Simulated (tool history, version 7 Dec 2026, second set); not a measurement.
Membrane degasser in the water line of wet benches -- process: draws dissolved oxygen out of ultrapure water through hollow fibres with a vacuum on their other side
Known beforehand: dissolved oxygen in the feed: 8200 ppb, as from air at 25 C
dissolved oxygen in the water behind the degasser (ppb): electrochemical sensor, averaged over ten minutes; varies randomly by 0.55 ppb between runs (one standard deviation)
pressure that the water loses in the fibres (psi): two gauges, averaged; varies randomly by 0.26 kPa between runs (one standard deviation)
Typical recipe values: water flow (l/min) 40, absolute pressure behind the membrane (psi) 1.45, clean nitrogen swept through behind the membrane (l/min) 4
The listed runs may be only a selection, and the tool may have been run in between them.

| run | hour | water flow (l/min) | absolute pressure behind the membrane (psi) | clean nitrogen swept through behind the membrane (l/min) | dissolved oxygen in the water behind the degasser (ppb) | pressure that the water loses in the fibres (psi) |
|---|---|---|---|---|---|---|
| 1 | 0 | 40 | 1.45 | 4 | 167.3 | 10.077 |
| 2 | 287.5 | 40 | 1.45 | 4 | 168.3 | 10.073 |
|  | 406.2 | seals of the vacuum lines changed |
| 3 | 481.3 | 40 | 1.45 | 5.92 | 116.4 | 10.176 |
|  | 545.9 | vacuum gauge calibrated |
| 4 | 684.9 | 40 | 1.45 | 5.92 | 118 | 10.125 |
| 5 | 885 | 40 | 1.45 | 5.92 | 118.4 | 10.099 |
| 6 | 1162 | 40 | 1.45 | 5.92 | 118.1 | 10.199 |
| 7 | 1451.6 | 46 | 1.45 | 5.92 | 136.2 | 11.722 |
| 8 | 1713.2 | 39 | 1.45 | 4 | 163.3 | 9.918 |
|  | 1742.3 | vacuum gauge calibrated, once more |
| 9 | 1968.4 | 39 | 1.45 | 4 | 159.6 | 9.929 |
| 10 | 2193.8 | 40 | 1.45 | 4 | 163.7 | 10.156 |
| 11 | 2473.3 | 40 | 1.45 | 4 | 163.3 | 10.263 |
| 12 | 2674.7 | 40 | 1.45 | 4 | 164.7 | 10.186 |
| 13 | 2958.4 | 31 | 1.45 | 4 | 126.7 | 7.915 |
| 14 | 3122.1 | 40 | 1.45 | 4 | 164.2 | 10.282 |
| 15 | 3409.6 | 40 | 1.45 | 4 | 164.5 | 10.192 |
| 16 | 3676.6 | 40 | 1.45 | 4 | 164.9 | 10.256 |
| 17 | 3866 | 40 | 1.45 | 4 | 164.7 | 10.228 |
| 18 | 4127.5 | 62 | 1.25 | 1.63 | 419 | 15.915 |
| 19 | 4271.8 | 59 | 1.48 | 4.59 | 221.7 | 15.14 |
| 20 | 4453.4 | 35 | 1.45 | 4 | 144.3 | 8.958 |
| 21 | 4614.2 | 35 | 1.45 | 4 | 144.9 | 8.96 |
| 22 | 4773.7 | 35 | 1.45 | 4 | 143.5 | 9.031 |
| 23 | 4971.6 | 61 | 3.42 | 2.96 | 869.5 | 15.742 |
| 24 | 5270.5 | 40 | 1.45 | 3.51 | 185.4 | 10.332 |
| 25 | 5412.9 | 24 | 1.9 | 3.06 | 185.6 | 6.131 |
| 26 | 5690.7 | 62 | 2.87 | 2.22 | 919.3 | 16.075 |
| 27 | 5934.2 | 45 | 1.1 | 2.22 | 204.8 | 11.599 |
| 28 | 6245.3 | 45 | 1.1 | 2.22 | 205.2 | 11.596 |
| 29 | 6503.2 | 31 | 1.45 | 3.81 | 134.6 | 7.997 |
| 30 | 6728.4 | 31 | 1.45 | 3.81 | 134.9 | 8.032 |
| 31 | 6940.4 | 24 | 2.94 | 11.15 | 93.3 | 6.202 |
| 32 | 7181.5 | 56 | 1.23 | 4.07 | 183.6 | 14.537 |

Below, some changes in dissolved oxygen in the water behind the degasser (ppb) between adjacent runs. For each, the amount present without the hidden state too (settings, incoming material, random variation) and the amount remaining for the hidden state with gauge scatter not shared by both compared results:
Hidden state present: membrane still open, %; true pressure behind the membrane over the reading, kPa; air that leaks in behind the membrane, l/min; drift of the gauge itself on oxygen_ppb, %; drift of the gauge itself on loss_of_pressure_kpa, %.
Run 8 -> 9: vacuum gauge calibrated, once more. dissolved oxygen in the water behind the degasser (ppb) -3.7: hidden state -4.3, all else +0.6.
Run 22 -> 23: water flow (l/min) 35 -> 61, absolute pressure behind the membrane (psi) 1.45 -> 3.42, clean nitrogen swept through behind the membrane (l/min) 4 -> 2.96. dissolved oxygen in the water behind the degasser (ppb) +726: hidden state +3.4, all else +722.6.
Run 25 -> 26: water flow (l/min) 24 -> 62, absolute pressure behind the membrane (psi) 1.9 -> 2.87, clean nitrogen swept through behind the membrane (l/min) 3.06 -> 2.22. dissolved oxygen in the water behind the degasser (ppb) +733.7: hidden state +3.1, all else +730.6.
Run 26 -> 27: water flow (l/min) 62 -> 45, absolute pressure behind the membrane (psi) 2.87 -> 1.1. dissolved oxygen in the water behind the degasser (ppb) -714.5: hidden state -2.2, all else -712.3.
Run 31 -> 32: water flow (l/min) 24 -> 56, absolute pressure behind the membrane (psi) 2.94 -> 1.23, clean nitrogen swept through behind the membrane (l/min) 11.15 -> 4.07. dissolved oxygen in the water behind the degasser (ppb) +90.3: hidden state +3.3, all else +87.
